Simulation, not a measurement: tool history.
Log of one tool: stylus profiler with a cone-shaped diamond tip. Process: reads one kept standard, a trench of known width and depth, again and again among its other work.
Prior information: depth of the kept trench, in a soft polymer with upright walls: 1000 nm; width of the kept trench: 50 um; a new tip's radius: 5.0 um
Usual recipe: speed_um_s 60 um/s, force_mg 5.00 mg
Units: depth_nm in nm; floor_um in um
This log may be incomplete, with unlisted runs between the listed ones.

Run 1, day 0.000: usual settings. Result: depth_nm 1009.77 nm, floor_um 43.71 um.
Run 2, day 1.067: usual settings but force_mg 10.40 mg. Result: depth_nm 1015.79 nm, floor_um 43.76 um.
Run 3, day 2.200: usual settings but force_mg 1.95 mg. Result: depth_nm 1004.57 nm, floor_um 43.65 um.
Run 4, day 2.988: usual settings but force_mg 5.96 mg. Result: depth_nm 1011.12 nm, floor_um 43.68 um.
Run 5, day 3.621: usual settings but force_mg 9.64 mg. Result: depth_nm 1015.03 nm, floor_um 43.67 um.
Run 6, day 4.775: usual settings. Result: depth_nm 1009.32 nm, floor_um 43.72 um.
Run 7, day 5.279: usual settings but speed_um_s 67 um/s. Result: depth_nm 1009.05 nm, floor_um 43.58 um.
Run 8, day 6.308: usual settings but speed_um_s 67 um/s. Result: depth_nm 1009.58 nm, floor_um 43.60 um.
Run 9, day 6.800: usual settings but speed_um_s 67 um/s. Result: depth_nm 1009.06 nm, floor_um 43.65 um.
Run 10, day 7.742: usual settings but speed_um_s 67 um/s. Result: depth_nm 1009.39 nm, floor_um 43.57 um.
Run 11, day 8.383: usual settings but speed_um_s 67 um/s. Result: depth_nm 1009.21 nm, floor_um 43.60 um.
Run 12, day 9.262: usual settings but speed_um_s 67 um/s. Result: depth_nm 1008.97 nm, floor_um 43.57 um.
Run 13, day 9.888: usual settings but force_mg 12.65 mg. Result: depth_nm 1018.06 nm, floor_um 43.63 um.
Run 14, day 10.829: usual settings but force_mg 12.65 mg. Result: depth_nm 1018.18 nm, floor_um 43.58 um.
Run 15, day 11.492: usual settings but force_mg 12.65 mg. Result: depth_nm 1017.94 nm, floor_um 43.60 um.
Run 16, day 12.583: usual settings but speed_um_s 61 um/s, force_mg 7.42 mg. Result: depth_nm 1012.29 nm, floor_um 43.59 um.
Run 17, day 13.692: usual settings but speed_um_s 61 um/s, force_mg 7.42 mg. Result: depth_nm 1012.41 nm, floor_um 43.53 um.
Run 18, day 14.438: usual settings but speed_um_s 21 um/s, force_mg 3.52 mg. Result: depth_nm 1006.33 nm, floor_um 43.55 um.
Run 19, day 15.562: usual settings but speed_um_s 21 um/s, force_mg 3.52 mg. Result: depth_nm 1006.29 nm, floor_um 43.62 um.
Run 20, day 16.683: usual settings but speed_um_s 32 um/s, force_mg 6.54 mg. Result: depth_nm 1011.00 nm, floor_um 43.57 um.
Run 21, day 17.542: usual settings but speed_um_s 18 um/s, force_mg 5.66 mg. Result: depth_nm 1009.38 nm, floor_um 43.52 um.
Run 22, day 18.483: usual settings but speed_um_s 89 um/s, force_mg 8.15 mg. Result: depth_nm 1012.79 nm, floor_um 43.47 um.
Run 23, day 18.988: usual settings but speed_um_s 69 um/s, force_mg 11.02 mg. Result: depth_nm 1016.01 nm, floor_um 43.48 um.
Run 24, day 20.062: usual settings but speed_um_s 69 um/s, force_mg 14.46 mg. Result: depth_nm 1019.11 nm, floor_um 43.43 um.
Run 25, day 20.625: usual settings but speed_um_s 108 um/s, force_mg 10.93 mg. Result: depth_nm 1015.81 nm, floor_um 43.43 um.
Run 26, day 21.096: usual settings but speed_um_s 127 um/s, force_mg 7.60 mg. Result: depth_nm 1012.10 nm, floor_um 43.32 um.
Run 27, day 22.217: usual settings but speed_um_s 127 um/s, force_mg 7.60 mg. Result: depth_nm 1011.95 nm, floor_um 43.26 um.
Run 28, day 23.029: usual settings but speed_um_s 127 um/s, force_mg 7.60 mg. Result: depth_nm 1011.78 nm, floor_um 43.28 um.
Run 29, day 24.042: usual settings but speed_um_s 127 um/s, force_mg 7.60 mg. Result: depth_nm 1011.46 nm, floor_um 43.30 um.

Branching from run 29: 4 alternative next runs. What would each branch give?
Run A, day 24.704: usual settings but speed_um_s 55 um/s. Result: depth_nm ?, floor_um ?.
Run B, day 24.704: usual settings but speed_um_s 23 um/s, force_mg 7.62 mg. Result: depth_nm ?, floor_um ?.
Run C, day 24.704: usual settings but speed_um_s 186 um/s, force_mg 3.71 mg. Result: depth_nm ?, floor_um ?.
Run D, day 24.704: usual settings but speed_um_s 26 um/s, force_mg 8.57 mg. Result: depth_nm ?, floor_um ?.

run  depth_nm  floor_um
  A   1008.49     43.38
  B   1011.83     43.46
  C   1006.26     43.08
  D   1012.80     43.41
Without the tool's hidden state the same runs would have given:
run  depth_nm  floor_um
  A   1010.61     43.88
  B   1013.96     43.97
  C   1008.37     43.59
  D   1014.93     43.92

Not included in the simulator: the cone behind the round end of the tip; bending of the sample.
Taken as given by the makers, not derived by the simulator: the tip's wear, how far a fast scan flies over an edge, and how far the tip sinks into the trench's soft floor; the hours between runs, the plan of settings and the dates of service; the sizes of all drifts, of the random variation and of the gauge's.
